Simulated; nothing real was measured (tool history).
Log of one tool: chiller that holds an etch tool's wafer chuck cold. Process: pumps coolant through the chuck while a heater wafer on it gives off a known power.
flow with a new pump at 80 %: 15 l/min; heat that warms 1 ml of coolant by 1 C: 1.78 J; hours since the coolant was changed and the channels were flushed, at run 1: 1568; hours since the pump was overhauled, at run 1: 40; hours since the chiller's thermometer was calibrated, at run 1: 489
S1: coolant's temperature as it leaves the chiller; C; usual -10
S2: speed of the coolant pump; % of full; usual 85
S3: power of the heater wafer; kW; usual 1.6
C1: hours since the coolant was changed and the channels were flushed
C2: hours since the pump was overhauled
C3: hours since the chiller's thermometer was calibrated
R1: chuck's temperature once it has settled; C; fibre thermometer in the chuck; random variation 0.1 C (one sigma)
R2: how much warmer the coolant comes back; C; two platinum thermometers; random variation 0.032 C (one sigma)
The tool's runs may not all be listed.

run	day	S1	S2	S3	C1	C2	C3	R1	R2
1	0	-10	85	1.6	1568	40	489	1.9	3.33
2	1.283	-10	85	1.6	1599	71	520	1.9	3.34
3	2.004	-10	85	1.6	1616	88	538	1.9	3.36
4	3.179	-10	85	1.6	1644	116	566	1.6	3.39
5	4.671	-10	85	1.6	1680	152	601	1.9	3.41
6	5.658	-10	85	1.6	1704	176	625	1.8	3.37
7	7.25	-10	85	1.6	1742	214	663	2	3.35
8	8.129	-10	85	1.6	1763	235	684	1.9	3.38
9	9.183	-10	85	1.04	1789	260	710	-2.2	2.18
10	10.354	-10	85	1.04	1817	289	738	-2.4	2.18
11	11.075	-10	85	1.04	1834	306	755	-2.2	2.24
12	12.262	-4	63	1.32	1862	334	784	8.6	3.81
13	13.438	-7	63	0.837	1891	362	812	1.1	2.41
14	14.217	-6	85	1.6	1909	381	831	6.1	3.37
15	15.404	-17	85	1.6	1938	410	859	-5.1	3.38
16	16.617	-17	85	1.6	1967	439	888	-5	3.38
17	17.446	-20	63	1.6	1987	459	908	-4.8	4.6
18	18.862	-10	75	1.6	2021	493	942	3.2	3.84
19	20.371	-3	75	1.174	2057	529	978	6.7	2.83
20	21.812	0	77	1.124	2092	564	1013	9.2	2.64
21	22.521	-13	80	0.852	2109	580	1030	-6.4	1.96
22	23.329	-3	70	1.491	2128	600	1049	10.2	3.86

Forecast each of these 3 alternatives for the next run:
A	24.833	-19	93	1.992	2164	636	1085	?	?
B	24.833	-3	71	1.491	2164	636	1085	?	?
C	24.833	-1	92	1.6	2164	636	1085	?	?

run	R1	R2
A	-5	3.9
B	10.1	3.79
C	10.3	3.17
Without the tool's hidden state the same runs would have given:
run	R1	R2
A	-5.9	3.85
B	9.3	3.75
C	9.6	3.13
